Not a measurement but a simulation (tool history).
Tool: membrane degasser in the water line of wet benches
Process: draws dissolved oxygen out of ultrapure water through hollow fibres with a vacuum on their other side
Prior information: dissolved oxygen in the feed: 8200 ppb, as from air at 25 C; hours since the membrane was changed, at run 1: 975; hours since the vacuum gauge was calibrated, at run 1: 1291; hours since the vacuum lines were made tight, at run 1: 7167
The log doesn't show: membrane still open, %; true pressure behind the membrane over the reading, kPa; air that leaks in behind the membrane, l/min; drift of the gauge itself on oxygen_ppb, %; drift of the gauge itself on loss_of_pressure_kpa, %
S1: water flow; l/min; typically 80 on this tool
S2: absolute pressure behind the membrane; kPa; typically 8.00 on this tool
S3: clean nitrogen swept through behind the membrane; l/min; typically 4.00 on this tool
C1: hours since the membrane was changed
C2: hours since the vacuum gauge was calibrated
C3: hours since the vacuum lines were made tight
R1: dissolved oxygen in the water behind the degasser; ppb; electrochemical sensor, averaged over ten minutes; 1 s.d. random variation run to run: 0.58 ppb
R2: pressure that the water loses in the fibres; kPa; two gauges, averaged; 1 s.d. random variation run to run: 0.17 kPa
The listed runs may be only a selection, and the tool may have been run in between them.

Run 1, day 0.000: usual settings; C1 975; C2 1291; C3 7167. Result: R1 212.6 ppb, R2 27.62 kPa.
Run 2, day 0.938: usual settings; C1 998; C2 1314; C3 7190. Result: R1 213.8 ppb, R2 28.22 kPa.
Run 3, day 2.162: usual settings; C1 1027; C2 1343; C3 7219. Result: R1 212.4 ppb, R2 27.77 kPa.
Run 4, day 3.788: usual settings; C1 1066; C2 1382; C3 7258. Result: R1 212.3 ppb, R2 28.20 kPa.
Run 5, day 5.425: usual settings; C1 1105; C2 1421; C3 7297. Result: R1 212.6 ppb, R2 28.17 kPa.
Run 6, day 6.983: usual settings; C1 1143; C2 1459; C3 7335. Result: R1 212.5 ppb, R2 27.89 kPa.
Run 7, day 8.896: usual settings but S2 6.65 kPa; C1 1189; C2 1505; C3 7381. Result: R1 154.7 ppb, R2 28.06 kPa.
Run 8, day 10.138: usual settings; C1 1218; C2 1534; C3 7410. Result: R1 212.3 ppb, R2 27.79 kPa.
Run 9, day 11.642: usual settings; C1 1255; C2 1571; C3 7446. Result: R1 212.7 ppb, R2 27.94 kPa.
Run 10, day 13.083: usual settings; C1 1289; C2 1605; C3 7481. Result: R1 212.9 ppb, R2 28.04 kPa.
Run 11, day 14.442: usual settings; C1 1322; C2 1638; C3 7514. Result: R1 213.4 ppb, R2 27.77 kPa.
Run 12, day 15.917: usual settings; C1 1357; C2 1673; C3 7549. Result: R1 213.8 ppb, R2 27.74 kPa.
Run 13, day 17.621: usual settings; C1 1398; C2 1714; C3 7590. Result: R1 213.0 ppb, R2 27.97 kPa.
Run 14, day 18.779: usual settings but S2 9.38 kPa; C1 1426; C2 1742; C3 7618. Result: R1 272.5 ppb, R2 27.70 kPa.
Run 15, day 20.779: usual settings but S2 7.26 kPa; C1 1474; C2 1790; C3 7666. Result: R1 181.3 ppb, R2 27.56 kPa.
Run 16, day 22.688: usual settings but S2 7.26 kPa; C1 1520; C2 1836; C3 7711. Result: R1 181.4 ppb, R2 27.96 kPa.
Run 17, day 24.096: usual settings but S1 65 l/min, S3 2.28 l/min; C1 1553; C2 1869; C3 7745. Result: R1 286.8 ppb, R2 22.47 kPa.
Run 18, day 25.996: usual settings but S2 7.05 kPa; C1 1599; C2 1915; C3 7791. Result: R1 172.5 ppb, R2 27.98 kPa.
Run 19, day 26.900: usual settings but S1 56 l/min, S2 9.44 kPa, S3 7.08 l/min; C1 1621; C2 1937; C3 7813. Result: R1 118.1 ppb, R2 19.29 kPa.
Run 20, day 28.696: usual settings but S1 111 l/min, S2 4.97 kPa; C1 1664; C2 1980; C3 7856. Result: R1 116.8 ppb, R2 38.33 kPa.
Run 21, day 30.579: usual settings but S1 126 l/min, S2 15.31 kPa, S3 6.20 l/min; C1 1709; C2 2025; C3 7901. Result: R1 535.5 ppb, R2 44.00 kPa.
Run 22, day 31.567: usual settings but S1 65 l/min, S2 7.11 kPa, S3 2.01 l/min; C1 1733; C2 2049; C3 7925. Result: R1 259.7 ppb, R2 22.69 kPa.
Run 23, day 32.425: usual settings but S1 65 l/min, S2 7.11 kPa, S3 2.01 l/min; C1 1753; C2 2069; C3 7945. Result: R1 258.9 ppb, R2 22.47 kPa.

Run 24 comes next. What will it give?
Run 24, day 33.567: usual settings but S1 61 l/min, S2 7.45 kPa, S3 6.67 l/min; C1 1781; C2 2097; C3 7973. Result: R1 ?, R2 ?.

R1: 93.3 ppb
R2: 21.34 kPa
On a tool with no hidden condition, and with the same random variation, this run would have come out at R1 91.9 ppb, R2 21.22 kPa.
